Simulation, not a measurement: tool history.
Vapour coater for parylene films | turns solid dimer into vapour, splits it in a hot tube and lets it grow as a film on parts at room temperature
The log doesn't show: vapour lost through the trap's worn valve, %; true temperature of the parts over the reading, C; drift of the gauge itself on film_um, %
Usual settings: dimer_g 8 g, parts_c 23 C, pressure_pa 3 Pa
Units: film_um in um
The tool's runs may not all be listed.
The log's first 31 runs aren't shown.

run	day	dimer_g	parts_c	pressure_pa	hours of work since the trap's valve was overhauled	hours of work since the table's thermometer was calibrated	film_um
32	67.629	3	23	3.84	219	537	1.77
# day 70.125: trap's valve overhauled
33	70.371	3	23	3.84	5	585	1.89
34	72.517	3	23	3.84	44	625	1.84
35	75.2	5	29	8.56	94	675	2.04
36	77.442	5	21	8.32	136	716	2.76
37	79.438	4	32	6.31	173	753	1.57
38	82.3	6	23	8.38	226	807	2.88
# day 84.625: trap's valve overhauled
39	85.558	5	23	2.39	17	864	3.55
40	87.192	3	32	2.39	48	894	1.51
41	88.558	8	16	4.5	73	920	5.74
42	90.842	5	25	3.07	115	962	3.01
43	92.267	5	25	3.07	142	989	2.98
44	94.988	4	30	8.85	192	1039	1.49
45	97.921	4	20	4.55	247	1094	2.47
# day 99.029: trap's valve overhauled
46	99.721	4	20	4.55	13	1124	2.67
47	102.433	4	18	3	63	1174	2.94

Forecast each of these 3 alternatives for the next run:
A	105.083	8	15	3.57	112	1224	?
B	105.083	4	23	2.24	112	1224	?
C	105.083	8	15	3	112	1224	?

run	film_um
A	5.58
B	2.75
C	5.65
Without the tool's hidden state the same runs would have given:
run	film_um
A	5.8
B	2.92
C	5.87

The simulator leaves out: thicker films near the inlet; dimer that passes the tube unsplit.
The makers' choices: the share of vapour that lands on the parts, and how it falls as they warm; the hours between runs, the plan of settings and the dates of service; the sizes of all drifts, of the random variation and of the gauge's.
